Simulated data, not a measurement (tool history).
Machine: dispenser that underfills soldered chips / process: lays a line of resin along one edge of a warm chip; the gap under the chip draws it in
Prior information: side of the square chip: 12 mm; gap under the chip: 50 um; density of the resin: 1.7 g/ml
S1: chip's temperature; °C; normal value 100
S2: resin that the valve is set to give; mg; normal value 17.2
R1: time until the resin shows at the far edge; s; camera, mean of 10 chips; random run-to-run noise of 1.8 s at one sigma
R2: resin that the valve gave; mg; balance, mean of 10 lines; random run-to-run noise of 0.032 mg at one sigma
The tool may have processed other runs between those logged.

run   hour   S1    S2     R1     R2
  1    0.0  100  17.2  174.5  16.95
  2    5.3  100  17.2  219.5  16.86
  3   13.0  100  17.2  305.7  16.89
      17.2  -- new syringe of resin
      20.0  -- dispensing valve cleaned and set on the balance
  4   20.7  100  17.2  197.0  17.18
  5   26.2  100  17.2  251.9  17.21
  6   34.3  100  17.2  357.0  17.12
      35.7  -- new syringe of resin
  7   38.5  100  17.2  198.0  17.16
  8   44.3  100  17.2  260.4  17.13
  9   51.4  100  17.2  353.6  17.06
      52.9  -- new syringe of resin
 10   58.2  100  17.2  223.3  17.02
 11   64.9  100  17.2  299.5  17.02
 12   69.3   89  17.2  492.5  16.91
      70.1  -- new syringe of resin
 13   73.8  107  17.2  169.0  16.93
 14   78.2  107  17.2  208.5  16.96
 15   81.6  107  17.2  236.0  16.99
      87.3  -- new syringe of resin
 16   87.7  100  17.2  182.3  16.92
 17   95.6  100  17.2  256.6  16.84
 18  103.3  100  17.2  351.8  16.87
     104.2  -- new syringe of resin
 19  111.1  102  21.4  216.9  20.93
 20  117.5   95  15.2  386.4  14.79
     119.5  -- dispensing valve cleaned and set on the balance
     122.5  -- new syringe of resin
 21  127.0   93  16.4  262.6  16.39
 22  131.0   89  17.2  348.3  17.21
 23  137.3  110  17.8  249.9  17.74
     140.0  -- new syringe of resin
 24  141.9  100  15.5  198.9  15.49
 25  146.5   96  18.9  256.1  18.79
 26  154.6  106  17.2  288.7  17.05
     157.0  -- new syringe of resin
 27  162.9   97  22.0  246.9  21.84
 28  169.1  100  15.9  322.6  15.76
     174.2  -- new syringe of resin
 29  175.5  100  15.9  196.0  15.69
 30  182.1  100  15.9  253.5  15.61
 31  185.5  100  15.9  296.6  15.64
     191.5  -- new syringe of resin
 32  192.0  109  17.6  142.9  17.25
 33  197.1  115  18.2  150.3  17.90
 34  201.7  111  17.9  207.4  17.57
     208.6  -- new syringe of resin
 35  209.1   91  17.5  236.2  17.17

Forecast each of these 5 alternatives for the next run:
  A  216.1   87  17.3   ?   ?
  B  216.1   90  22.0   ?   ?
  C  216.1  101  17.8   ?   ?
  D  216.1  100  14.7   ?   ?
  E  216.1   96  17.5   ?   ?

run     R1     R2
  A  354.3  16.90
  B  322.6  21.51
  C  241.8  17.36
  D  262.9  14.35
  E  277.5  17.13
The same runs, with their run-to-run variation unchanged, on a tool lacking any hidden condition would have given:
run     R1     R2
  A  248.1  17.31
  B  227.1  22.03
  C  169.8  17.78
  D  183.5  14.70
  E  194.7  17.55
